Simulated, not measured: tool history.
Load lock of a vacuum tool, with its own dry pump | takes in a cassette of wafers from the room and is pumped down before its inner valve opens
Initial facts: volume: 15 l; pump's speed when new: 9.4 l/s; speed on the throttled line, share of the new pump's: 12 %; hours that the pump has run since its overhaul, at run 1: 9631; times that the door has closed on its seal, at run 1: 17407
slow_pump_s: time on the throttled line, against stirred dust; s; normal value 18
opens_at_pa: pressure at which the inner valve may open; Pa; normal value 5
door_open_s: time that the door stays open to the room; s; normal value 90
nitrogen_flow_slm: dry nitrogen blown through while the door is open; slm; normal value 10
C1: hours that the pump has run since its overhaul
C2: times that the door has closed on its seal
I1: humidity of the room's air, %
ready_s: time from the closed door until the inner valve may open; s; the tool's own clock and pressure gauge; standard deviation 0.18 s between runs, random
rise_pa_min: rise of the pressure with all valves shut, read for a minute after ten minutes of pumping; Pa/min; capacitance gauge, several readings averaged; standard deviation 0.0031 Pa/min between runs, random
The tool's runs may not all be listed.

run 1 hour=0 | slow_pump_s=18 opens_at_pa=5 door_open_s=90 nitrogen_flow_slm=10 | C1=9631 C2=17407 | I1=46.3 | ready_s=33.4 rise_pa_min=0.155
run 2 hour=61.4 | slow_pump_s=18 opens_at_pa=5 door_open_s=164 nitrogen_flow_slm=10 | C1=9692 C2=17693 | I1=47.5 | ready_s=33.6 rise_pa_min=0.174
run 3 hour=173.1 | slow_pump_s=18 opens_at_pa=5 door_open_s=41 nitrogen_flow_slm=10 | C1=9804 C2=18215 | I1=48.5 | ready_s=33.7 rise_pa_min=0.132
run 4 hour=271.2 | slow_pump_s=18 opens_at_pa=5 door_open_s=41 nitrogen_flow_slm=10 | C1=9902 C2=18673 | I1=46.2 | ready_s=33.6 rise_pa_min=0.14
run 5 hour=343.2 | slow_pump_s=18 opens_at_pa=5 door_open_s=41 nitrogen_flow_slm=10 | C1=9974 C2=19009 | I1=48.9 | ready_s=33.6 rise_pa_min=0.145
run 6 hour=417.1 | slow_pump_s=18 opens_at_pa=5 door_open_s=41 nitrogen_flow_slm=10 | C1=10048 C2=19354 | I1=45.4 | ready_s=33.4 rise_pa_min=0.148
run 7 hour=488.4 | slow_pump_s=18 opens_at_pa=5 door_open_s=41 nitrogen_flow_slm=10 | C1=10119 C2=19686 | I1=46.4 | ready_s=33.6 rise_pa_min=0.145
run 8 hour=566.8 | slow_pump_s=18 opens_at_pa=5 door_open_s=41 nitrogen_flow_slm=10 | C1=10197 C2=20052 | I1=45.3 | ready_s=33.7 rise_pa_min=0.142
run 9 hour=710.1 | slow_pump_s=18 opens_at_pa=5 door_open_s=41 nitrogen_flow_slm=10 | C1=10341 C2=20722 | I1=50.1 | ready_s=33.7 rise_pa_min=0.156
run 10 hour=810.7 | slow_pump_s=17 opens_at_pa=5 door_open_s=41 nitrogen_flow_slm=10 | C1=10441 C2=21191 | I1=43.5 | ready_s=32.9 rise_pa_min=0.153
run 11 hour=949.9 | slow_pump_s=17 opens_at_pa=5 door_open_s=41 nitrogen_flow_slm=10 | C1=10580 C2=21841 | I1=48.8 | ready_s=33.1 rise_pa_min=0.166
run 12 hour=1096.6 | slow_pump_s=16 opens_at_pa=8 door_open_s=29 nitrogen_flow_slm=25 | C1=10727 C2=22525 | I1=42.3 | ready_s=31.1 rise_pa_min=0.139
run 13 hour=1231.6 | slow_pump_s=12 opens_at_pa=7 door_open_s=114 nitrogen_flow_slm=19 | C1=10862 C2=23156 | I1=47.2 | ready_s=27.9 rise_pa_min=0.174
run 14 hour=1334.6 | slow_pump_s=12 opens_at_pa=7 door_open_s=114 nitrogen_flow_slm=19 | C1=10965 C2=23636 | I1=44.4 | ready_s=28.1 rise_pa_min=0.172
run 15 hour=1441.5 | slow_pump_s=12 opens_at_pa=6 door_open_s=114 nitrogen_flow_slm=5 | C1=11072 C2=24135 | I1=47.2 | ready_s=27.9 rise_pa_min=0.214
run 16 hour=1526.8 | slow_pump_s=12 opens_at_pa=6 door_open_s=98 nitrogen_flow_slm=9 | C1=11157 C2=24533 | I1=44 | ready_s=28.6 rise_pa_min=0.192
run 17 hour=1652.3 | slow_pump_s=34 opens_at_pa=9 door_open_s=98 nitrogen_flow_slm=9 | C1=11283 C2=25120 | I1=42.7 | ready_s=46.5 rise_pa_min=0.197
run 18 hour=1738.9 | slow_pump_s=34 opens_at_pa=9 door_open_s=98 nitrogen_flow_slm=9 | C1=11370 C2=25524 | I1=45.6 | ready_s=46.7 rise_pa_min=0.203
run 19 hour=1887.1 | slow_pump_s=10 opens_at_pa=9 door_open_s=42 nitrogen_flow_slm=9 | C1=11518 C2=26216 | I1=44.7 | ready_s=26.1 rise_pa_min=0.189
run 20 hour=2010 | slow_pump_s=26 opens_at_pa=5 door_open_s=219 nitrogen_flow_slm=10 | C1=11641 C2=26789 | I1=45.9 | ready_s=40.7 rise_pa_min=0.229

Each row is a separate what-if for the run after 20, all from the same tool condition, not one after another. Results?
run A hour=2114.8 | slow_pump_s=25 opens_at_pa=5 door_open_s=79 nitrogen_flow_slm=5 | C1=11745 C2=27278 | I1=45.3 | ready_s=? rise_pa_min=?
run B hour=2114.8 | slow_pump_s=18 opens_at_pa=9 door_open_s=90 nitrogen_flow_slm=28 | C1=11745 C2=27278 | I1=43.3 | ready_s=? rise_pa_min=?
run C hour=2114.8 | slow_pump_s=33 opens_at_pa=5 door_open_s=36 nitrogen_flow_slm=10 | C1=11745 C2=27278 | I1=44.2 | ready_s=? rise_pa_min=?
run D hour=2114.8 | slow_pump_s=26 opens_at_pa=6 door_open_s=36 nitrogen_flow_slm=14 | C1=11745 C2=27278 | I1=42.2 | ready_s=? rise_pa_min=?
run E hour=2114.8 | slow_pump_s=32 opens_at_pa=5 door_open_s=90 nitrogen_flow_slm=5 | C1=11745 C2=27278 | I1=45.7 | ready_s=? rise_pa_min=?

run=A ready_s=40.3 rise_pa_min=0.216
run=B ready_s=32.5 rise_pa_min=0.183
run=C ready_s=47.3 rise_pa_min=0.186
run=D ready_s=40.4 rise_pa_min=0.179
run=E ready_s=45.9 rise_pa_min=0.221
Take away the tool's hidden state, keep each run's random variation, and the runs would have read:
run=A ready_s=38.4 rise_pa_min=0.086
run=B ready_s=30.6 rise_pa_min=0.055
run=C ready_s=45.5 rise_pa_min=0.058
run=D ready_s=38.6 rise_pa_min=0.05
run=E ready_s=44.1 rise_pa_min=0.091

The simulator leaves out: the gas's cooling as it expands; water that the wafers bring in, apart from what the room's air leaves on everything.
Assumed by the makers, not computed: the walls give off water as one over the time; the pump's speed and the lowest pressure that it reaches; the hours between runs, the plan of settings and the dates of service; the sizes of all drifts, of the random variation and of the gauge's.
